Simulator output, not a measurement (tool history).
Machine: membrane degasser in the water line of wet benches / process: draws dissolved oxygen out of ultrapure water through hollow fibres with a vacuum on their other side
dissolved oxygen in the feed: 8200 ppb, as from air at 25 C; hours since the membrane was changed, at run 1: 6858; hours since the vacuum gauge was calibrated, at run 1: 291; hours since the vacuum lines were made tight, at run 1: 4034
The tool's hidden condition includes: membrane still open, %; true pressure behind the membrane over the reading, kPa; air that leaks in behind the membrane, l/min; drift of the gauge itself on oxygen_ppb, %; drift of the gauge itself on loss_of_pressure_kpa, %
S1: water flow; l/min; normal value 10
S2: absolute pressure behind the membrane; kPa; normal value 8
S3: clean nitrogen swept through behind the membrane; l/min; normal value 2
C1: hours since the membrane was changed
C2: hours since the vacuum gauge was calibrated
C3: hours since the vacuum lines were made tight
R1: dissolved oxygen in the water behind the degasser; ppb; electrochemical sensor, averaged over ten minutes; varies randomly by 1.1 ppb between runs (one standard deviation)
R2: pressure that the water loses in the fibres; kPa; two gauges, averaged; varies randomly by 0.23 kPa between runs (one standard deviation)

{"run": 1, "hour": 0.0, "S1": 10, "S2": 8, "S3": 2, "C1": 6858, "C2": 291, "C3": 4034, "R1": 117.7, "R2": 60.76}
{"run": 2, "hour": 193.7, "S1": 10, "S2": 8, "S3": 2, "C1": 7052, "C2": 484, "C3": 4228, "R1": 120.1, "R2": 60.91}
{"run": 3, "hour": 313.4, "S1": 13, "S2": 8, "S3": 2, "C1": 7172, "C2": 604, "C3": 4348, "R1": 201.2, "R2": 79.89}
{"run": 4, "hour": 489.2, "S1": 13, "S2": 8, "S3": 2, "C1": 7347, "C2": 780, "C3": 4523, "R1": 200.2, "R2": 79.91}
{"run": 5, "hour": 590.8, "S1": 13, "S2": 8, "S3": 2, "C1": 7449, "C2": 882, "C3": 4625, "R1": 200.8, "R2": 79.66}
{"run": 6, "hour": 712.1, "S1": 13, "S2": 7.56, "S3": 2, "C1": 7570, "C2": 1003, "C3": 4746, "R1": 195.8, "R2": 78.92}
{"hour": 729.1, "done": "vacuum gauge calibrated"}
{"run": 7, "hour": 863.9, "S1": 10, "S2": 8, "S3": 3.32, "C1": 7722, "C2": 135, "C3": 4897, "R1": 98.7, "R2": 60.78}
{"run": 8, "hour": 1083.5, "S1": 10, "S2": 8, "S3": 3.32, "C1": 7941, "C2": 354, "C3": 5117, "R1": 97.2, "R2": 61.68}
{"run": 9, "hour": 1203.1, "S1": 10, "S2": 8, "S3": 3.32, "C1": 8061, "C2": 474, "C3": 5237, "R1": 97.1, "R2": 61.65}
{"run": 10, "hour": 1367.4, "S1": 7, "S2": 4.92, "S3": 2.34, "C1": 8225, "C2": 638, "C3": 5401, "R1": 32.8, "R2": 43.27}
{"run": 11, "hour": 1467.2, "S1": 7, "S2": 4.92, "S3": 2.34, "C1": 8325, "C2": 738, "C3": 5501, "R1": 32.4, "R2": 42.95}

Alternative continuations, all from the tool just after run 11; predict every row:
{"run": "A", "hour": 1670.0, "S1": 7, "S2": 8, "S3": 2, "C1": 8528, "C2": 941, "C3": 5704, "R1": "?", "R2": "?"}
{"run": "B", "hour": 1670.0, "S1": 12, "S2": 4.92, "S3": 2.34, "C1": 8528, "C2": 941, "C3": 5704, "R1": "?", "R2": "?"}
{"run": "C", "hour": 1670.0, "S1": 13, "S2": 17.68, "S3": 2, "C1": 8528, "C2": 941, "C3": 5704, "R1": "?", "R2": "?"}

run=A R1=64.3 R2=43.12
run=B R1=130.2 R2=73.76
run=C R1=355.8 R2=80.13
Had the tool no hidden state, the same runs would have come out as:
run=A R1=55.4 R2=40.91
run=B R1=105.1 R2=69.98
run=C R1=322.9 R2=76.03
